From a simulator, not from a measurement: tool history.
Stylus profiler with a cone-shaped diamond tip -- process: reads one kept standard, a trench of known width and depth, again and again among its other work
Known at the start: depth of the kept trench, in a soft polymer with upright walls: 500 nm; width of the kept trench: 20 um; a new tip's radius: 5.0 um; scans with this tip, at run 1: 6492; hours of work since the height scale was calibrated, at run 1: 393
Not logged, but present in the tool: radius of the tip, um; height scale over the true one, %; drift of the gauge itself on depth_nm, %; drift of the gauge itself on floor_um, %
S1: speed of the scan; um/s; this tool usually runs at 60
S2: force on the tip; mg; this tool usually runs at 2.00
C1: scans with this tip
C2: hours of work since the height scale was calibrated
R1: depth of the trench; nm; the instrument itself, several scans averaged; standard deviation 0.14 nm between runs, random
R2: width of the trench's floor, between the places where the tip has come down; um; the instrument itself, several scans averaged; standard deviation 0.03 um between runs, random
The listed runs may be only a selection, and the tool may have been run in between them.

run	hour	S1	S2	C1	C2	R1	R2
1	0.0	60	2.00	6492	393	506.43	13.96
2	42.1	60	2.00	6642	424	506.19	13.95
3	75.8	60	2.00	6762	448	506.49	13.90
# hour 80.7: height scale calibrated on a step standard
4	129.6	60	2.00	6952	35	505.85	13.92
5	154.7	60	2.00	7041	54	505.82	13.88
6	212.1	60	2.00	7246	95	505.64	13.83
7	255.1	60	2.17	7399	126	505.82	13.78
8	285.8	196	2.80	7508	148	507.28	13.07
9	335.7	101	2.80	7686	185	507.03	13.54
10	373.4	84	1.89	7820	212	505.16	13.59

What if the next run were any one of these 4? Each begins from the tool's condition after run 10:
A	406.5	22	4.58	7938	236	?	?
B	406.5	48	5.76	7938	236	?	?
C	406.5	114	3.10	7938	236	?	?
D	406.5	145	2.72	7938	236	?	?

run	R1	R2
A	510.61	13.95
B	512.79	13.87
C	507.61	13.55
D	507.03	13.30
What these runs would have given with no unlogged condition in the tool:
run	R1	R2
A	512.57	15.53
B	514.76	15.45
C	509.56	15.13
D	508.97	14.88

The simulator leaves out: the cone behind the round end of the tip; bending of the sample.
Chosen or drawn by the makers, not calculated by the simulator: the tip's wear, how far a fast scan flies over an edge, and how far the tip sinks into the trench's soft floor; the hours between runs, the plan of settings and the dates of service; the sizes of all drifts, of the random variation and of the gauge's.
